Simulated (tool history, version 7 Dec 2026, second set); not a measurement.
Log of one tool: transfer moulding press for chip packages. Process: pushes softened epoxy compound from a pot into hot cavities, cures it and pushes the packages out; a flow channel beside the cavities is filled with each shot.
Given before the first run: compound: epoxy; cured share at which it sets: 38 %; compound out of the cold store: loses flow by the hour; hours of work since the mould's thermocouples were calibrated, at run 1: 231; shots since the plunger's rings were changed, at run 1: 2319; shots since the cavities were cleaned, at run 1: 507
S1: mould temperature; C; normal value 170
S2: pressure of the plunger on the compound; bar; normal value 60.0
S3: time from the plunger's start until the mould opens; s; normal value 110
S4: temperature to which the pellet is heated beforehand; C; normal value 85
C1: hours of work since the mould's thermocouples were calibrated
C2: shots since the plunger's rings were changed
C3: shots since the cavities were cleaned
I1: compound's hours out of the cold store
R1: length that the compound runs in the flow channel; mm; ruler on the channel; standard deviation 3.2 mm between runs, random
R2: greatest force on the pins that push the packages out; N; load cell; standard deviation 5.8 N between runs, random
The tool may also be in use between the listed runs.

run,hour,S1,S2,S3,S4,C1,C2,C3,I1,R1,R2
1,0.0,170,60.0,110,85,231,2319,507,47.4,690,356
# hour 4.2: cavities cleaned with cleaning compound and waxed
2,19.1,167,60.0,110,85,239,2440,102,44.3,706,280
3,41.0,170,60.0,110,85,247,2588,250,24.9,733,306
4,51.9,170,60.0,110,85,252,2663,325,12.6,759,334
5,68.9,172,60.0,110,85,259,2778,440,46.4,676,309
# hour 72.0: mould's thermocouples calibrated
# hour 84.8: cavities cleaned with cleaning compound and waxed
6,88.5,170,60.0,110,85,6,2888,25,13.0,756,229
7,107.1,170,60.0,110,85,14,3015,152,12.2,759,284
# hour 117.9: mould's thermocouples calibrated, once more
8,126.7,165,60.0,130,85,4,3134,271,43.0,707,321
9,147.7,173,60.0,91,85,12,3277,414,34.9,698,386
# hour 166.6: cavities cleaned with cleaning compound and waxed
10,170.7,168,61.5,114,88,21,3424,29,24.8,745,238
11,186.2,176,60.0,139,79,27,3529,134,24.3,702,217
12,205.4,173,47.8,111,91,35,3660,265,15.1,653,293
13,217.7,173,47.8,111,91,40,3743,348,42.0,597,304
14,231.2,167,60.0,110,80,45,3835,440,38.3,704,426

Each row is a separate what-if for the run after 14, all from the same tool condition, not one after another. Results?
# hour 244.1: cavities cleaned with cleaning compound and waxed
A,254.7,167,67.9,125,93,54,3985,72,26.7,?,?
# hour 244.1: cavities cleaned with cleaning compound and waxed
B,254.7,170,64.7,93,94,54,3985,72,29.2,?,?
# hour 244.1: cavities cleaned with cleaning compound and waxed
C,254.7,170,49.6,110,85,54,3985,72,17.6,?,?
# hour 244.1: cavities cleaned with cleaning compound and waxed
D,254.7,164,60.0,110,85,54,3985,72,44.5,?,?

run,R1,R2
A,769,247
B,727,327
C,666,252
D,697,374
With the hidden condition removed and each run's random variation left untouched, the same runs would have given:
run,R1,R2
A,829,208
B,784,275
C,717,213
D,751,314

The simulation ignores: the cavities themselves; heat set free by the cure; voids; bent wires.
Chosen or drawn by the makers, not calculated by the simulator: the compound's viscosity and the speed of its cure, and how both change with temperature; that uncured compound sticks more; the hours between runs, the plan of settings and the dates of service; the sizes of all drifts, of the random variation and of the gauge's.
